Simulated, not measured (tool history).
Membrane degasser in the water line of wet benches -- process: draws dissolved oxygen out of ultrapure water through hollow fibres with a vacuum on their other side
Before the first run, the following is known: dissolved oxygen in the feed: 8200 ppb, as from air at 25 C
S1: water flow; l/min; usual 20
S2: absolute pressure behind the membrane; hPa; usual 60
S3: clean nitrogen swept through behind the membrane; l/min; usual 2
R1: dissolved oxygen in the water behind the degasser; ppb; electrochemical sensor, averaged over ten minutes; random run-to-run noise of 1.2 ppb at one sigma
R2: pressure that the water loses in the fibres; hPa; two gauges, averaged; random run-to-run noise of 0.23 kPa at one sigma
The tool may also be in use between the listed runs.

{"run": 1, "hour": 0.0, "S1": 20, "S2": 60, "S3": 2, "R1": 121.4, "R2": 602.8}
{"run": 2, "hour": 122.2, "S1": 20, "S2": 60, "S3": 2, "R1": 122.2, "R2": 598.9}
{"run": 3, "hour": 392.3, "S1": 20, "S2": 60, "S3": 2, "R1": 122.8, "R2": 600.2}
{"run": 4, "hour": 640.7, "S1": 20, "S2": 60, "S3": 2, "R1": 123.2, "R2": 606.3}
{"run": 5, "hour": 775.9, "S1": 20, "S2": 47.8, "S3": 2, "R1": 96.1, "R2": 601.8}
{"run": 6, "hour": 889.8, "S1": 20, "S2": 46.3, "S3": 2, "R1": 92.5, "R2": 601.4}
{"run": 7, "hour": 1061.8, "S1": 20, "S2": 46.3, "S3": 2, "R1": 90.4, "R2": 600.8}
{"hour": 1167.7, "done": "seals of the vacuum lines changed"}
{"run": 8, "hour": 1322.7, "S1": 20, "S2": 57.4, "S3": 2, "R1": 115.8, "R2": 607.7}
{"run": 9, "hour": 1548.3, "S1": 20, "S2": 60, "S3": 3.38, "R1": 97.3, "R2": 605.2}
{"run": 10, "hour": 1675.4, "S1": 20, "S2": 60, "S3": 2, "R1": 126.4, "R2": 606.5}
{"run": 11, "hour": 1873.1, "S1": 20, "S2": 60, "S3": 1.11, "R1": 173.9, "R2": 611.1}
{"run": 12, "hour": 1986.4, "S1": 20, "S2": 60, "S3": 1.11, "R1": 175.1, "R2": 609.1}
{"run": 13, "hour": 2124.5, "S1": 20, "S2": 60, "S3": 1.11, "R1": 174.6, "R2": 609.6}
{"run": 14, "hour": 2292.5, "S1": 20, "S2": 60, "S3": 1.72, "R1": 137.3, "R2": 607.3}
{"run": 15, "hour": 2523.2, "S1": 20, "S2": 60, "S3": 2, "R1": 127.9, "R2": 607.6}
{"run": 16, "hour": 2745.8, "S1": 20, "S2": 60, "S3": 2, "R1": 129.3, "R2": 614.4}
{"run": 17, "hour": 2877.8, "S1": 20, "S2": 60, "S3": 2, "R1": 128.3, "R2": 613.3}
{"run": 18, "hour": 3091.6, "S1": 20, "S2": 60, "S3": 2, "R1": 127, "R2": 611.3}
{"run": 19, "hour": 3358.6, "S1": 20, "S2": 80.5, "S3": 0.83, "R1": 320.9, "R2": 620}
{"run": 20, "hour": 3534.9, "S1": 20, "S2": 80.5, "S3": 0.83, "R1": 317.4, "R2": 617.3}
{"run": 21, "hour": 3771.3, "S1": 15, "S2": 60, "S3": 2.48, "R1": 64.1, "R2": 461.7}
{"run": 22, "hour": 3966.7, "S1": 15, "S2": 60, "S3": 2.48, "R1": 65.5, "R2": 463}
{"run": 23, "hour": 4145.5, "S1": 16, "S2": 143.3, "S3": 1.56, "R1": 294, "R2": 494.4}
{"run": 24, "hour": 4293.1, "S1": 13, "S2": 36.7, "S3": 1.56, "R1": 24.5, "R2": 405.3}
{"run": 25, "hour": 4507.3, "S1": 18, "S2": 65.3, "S3": 2.84, "R1": 96.4, "R2": 556.7}
{"run": 26, "hour": 4658.7, "S1": 20, "S2": 72, "S3": 1.25, "R1": 215.2, "R2": 618.2}
{"run": 27, "hour": 4820.3, "S1": 20, "S2": 60, "S3": 1.87, "R1": 140.9, "R2": 620}
{"run": 28, "hour": 4971.5, "S1": 14, "S2": 126.2, "S3": 2, "R1": 176.3, "R2": 434.5}
{"run": 29, "hour": 5133.2, "S1": 14, "S2": 119.1, "S3": 2, "R1": 164.6, "R2": 435.6}
{"run": 30, "hour": 5348.1, "S1": 14, "S2": 119.1, "S3": 2, "R1": 167.3, "R2": 436.2}
{"run": 31, "hour": 5478.4, "S1": 14, "S2": 119.1, "S3": 2, "R1": 167.3, "R2": 435.4}
{"run": 32, "hour": 5647.9, "S1": 26, "S2": 119.1, "S3": 1.36, "R1": 505.2, "R2": 816.7}

Below, some changes in R1 between adjacent runs. For each, the amount present without the hidden state too (settings, incoming material, random variation) and the amount remaining for the hidden state with gauge scatter not shared by both compared results:
Hidden state present: membrane still open, %; true pressure behind the membrane over the reading, kPa; air that leaks in behind the membrane, l/min; drift of the gauge itself on oxygen_ppb, %; drift of the gauge itself on loss_of_pressure_kpa, %.
Run 20 -> 21: S1 20 -> 15, S2 80.5 -> 60, S3 0.83 -> 2.48. R1 -253.3 ppb: hidden state -14.8, all else -238.5.
Run 23 -> 24: S1 16 -> 13, S2 143.3 -> 36.7. R1 -269.5 ppb: hidden state -6.5, all else -263.
Run 27 -> 28: S1 20 -> 14, S2 60 -> 126.2, S3 1.87 -> 2. R1 +35.4 ppb: hidden state -12, all else +47.4.
Run 31 -> 32: S1 14 -> 26, S3 2 -> 1.36. R1 +337.9 ppb: hidden state +34, all else +303.9.
